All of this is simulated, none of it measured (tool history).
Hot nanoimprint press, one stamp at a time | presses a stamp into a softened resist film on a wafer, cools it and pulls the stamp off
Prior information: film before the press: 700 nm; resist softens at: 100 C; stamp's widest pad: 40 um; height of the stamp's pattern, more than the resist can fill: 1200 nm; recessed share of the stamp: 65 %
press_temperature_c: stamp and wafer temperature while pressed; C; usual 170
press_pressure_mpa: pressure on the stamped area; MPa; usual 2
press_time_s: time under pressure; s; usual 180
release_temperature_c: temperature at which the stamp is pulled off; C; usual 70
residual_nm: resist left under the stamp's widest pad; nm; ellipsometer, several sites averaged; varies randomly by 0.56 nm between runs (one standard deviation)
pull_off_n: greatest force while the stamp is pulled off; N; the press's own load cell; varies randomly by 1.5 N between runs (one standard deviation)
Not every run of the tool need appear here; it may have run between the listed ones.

| run | hour | press_temperature_c | press_pressure_mpa | press_time_s | release_temperature_c | residual_nm | pull_off_n |
|---|---|---|---|---|---|---|---|
| 1 | 0 | 170 | 2 | 180 | 70 | 264.3 | 130 |
|  | 50 | stamp cleaned and given a new release coat |
|  | 60.4 | plate thermocouple calibrated |
| 2 | 85.2 | 170 | 2 | 180 | 65 | 254.5 | 114 |
| 3 | 127.5 | 170 | 2 | 180 | 65 | 255.1 | 121 |
| 4 | 167 | 170 | 2 | 180 | 65 | 255.5 | 126 |
| 5 | 239.6 | 170 | 2 | 180 | 65 | 255.5 | 135 |
| 6 | 272.9 | 170 | 2 | 180 | 70 | 256.2 | 130 |
|  | 311.8 | stamp cleaned and given a new release coat |
| 7 | 317.3 | 170 | 2 | 180 | 70 | 257 | 107 |
| 8 | 351.2 | 170 | 2 | 180 | 70 | 256.4 | 110 |
| 9 | 419.6 | 170 | 2 | 180 | 70 | 258.1 | 119 |
| 10 | 488.7 | 170 | 2 | 180 | 72 | 259.7 | 124 |
| 11 | 558.6 | 170 | 2 | 180 | 72 | 260 | 136 |
|  | 569 | stamp cleaned and given a new release coat |
| 12 | 605.2 | 170 | 2 | 180 | 72 | 260.7 | 110 |
| 13 | 673.7 | 170 | 2 | 180 | 59 | 260.4 | 128 |
| 14 | 750.6 | 170 | 2 | 180 | 59 | 262.4 | 140 |
|  | 770.4 | plate thermocouple calibrated |
|  | 789.2 | press's hydraulic seals changed and the load cell set to zero |
| 15 | 824.7 | 170 | 2 | 234 | 66 | 224.4 | 138 |
|  | 840.5 | stamp cleaned and given a new release coat |
| 16 | 887.2 | 170 | 2 | 234 | 66 | 224.2 | 116 |
| 17 | 937.3 | 170 | 2 | 234 | 66 | 224.7 | 119 |
| 18 | 970.9 | 174 | 3.17 | 154 | 63 | 186.5 | 130 |
| 19 | 1032 | 179 | 2 | 179 | 70 | 179.1 | 128 |
| 20 | 1070.5 | 160 | 2 | 205 | 62 | 361.5 | 142 |
|  | 1100.9 | stamp cleaned and given a new release coat |
| 21 | 1149.7 | 171 | 2 | 180 | 66 | 244 | 116 |
| 22 | 1228 | 171 | 2 | 180 | 66 | 246.4 | 123 |
| 23 | 1286.8 | 171 | 2 | 180 | 66 | 246.4 | 133 |
| 24 | 1336.1 | 170 | 2.86 | 180 | 59 | 218.5 | 143 |
|  | 1358 | stamp cleaned and given a new release coat |
| 25 | 1410.3 | 170 | 2.86 | 180 | 59 | 219.8 | 123 |
| 26 | 1474.1 | 161 | 2 | 180 | 70 | 370.4 | 120 |
|  | 1493.9 | plate thermocouple calibrated |
| 27 | 1510.6 | 161 | 2 | 180 | 70 | 361.4 | 127 |
| 28 | 1577.9 | 161 | 3.01 | 307 | 70 | 247.3 | 131 |

5 ways to go on from here, each from the tool as it stands after run 28. What would each give?
|  | 1617.9 | stamp cleaned and given a new release coat |
| A | 1636.3 | 171 | 3.01 | 119 | 70 | ? | ? |
|  | 1617.9 | stamp cleaned and given a new release coat |
| B | 1636.3 | 167 | 3.1 | 307 | 70 | ? | ? |
|  | 1617.9 | stamp cleaned and given a new release coat |
| C | 1636.3 | 172 | 1.65 | 307 | 61 | ? | ? |
|  | 1617.9 | stamp cleaned and given a new release coat |
| D | 1636.3 | 181 | 2.53 | 307 | 65 | ? | ? |
|  | 1617.9 | stamp cleaned and given a new release coat |
| E | 1636.3 | 158 | 2 | 124 | 75 | ? | ? |

| run | residual_nm | pull_off_n |
|---|---|---|
| A | 243.8 | 109 |
| B | 186.1 | 111 |
| C | 201.9 | 115 |
| D | 114.5 | 113 |
| E | 457.5 | 102 |
What these runs would have given with no unlogged condition in the tool:
| run | residual_nm | pull_off_n |
|---|---|---|
| A | 241.2 | 107 |
| B | 183.9 | 109 |
| C | 200.2 | 113 |
| D | 113.4 | 111 |
| E | 454.4 | 100 |

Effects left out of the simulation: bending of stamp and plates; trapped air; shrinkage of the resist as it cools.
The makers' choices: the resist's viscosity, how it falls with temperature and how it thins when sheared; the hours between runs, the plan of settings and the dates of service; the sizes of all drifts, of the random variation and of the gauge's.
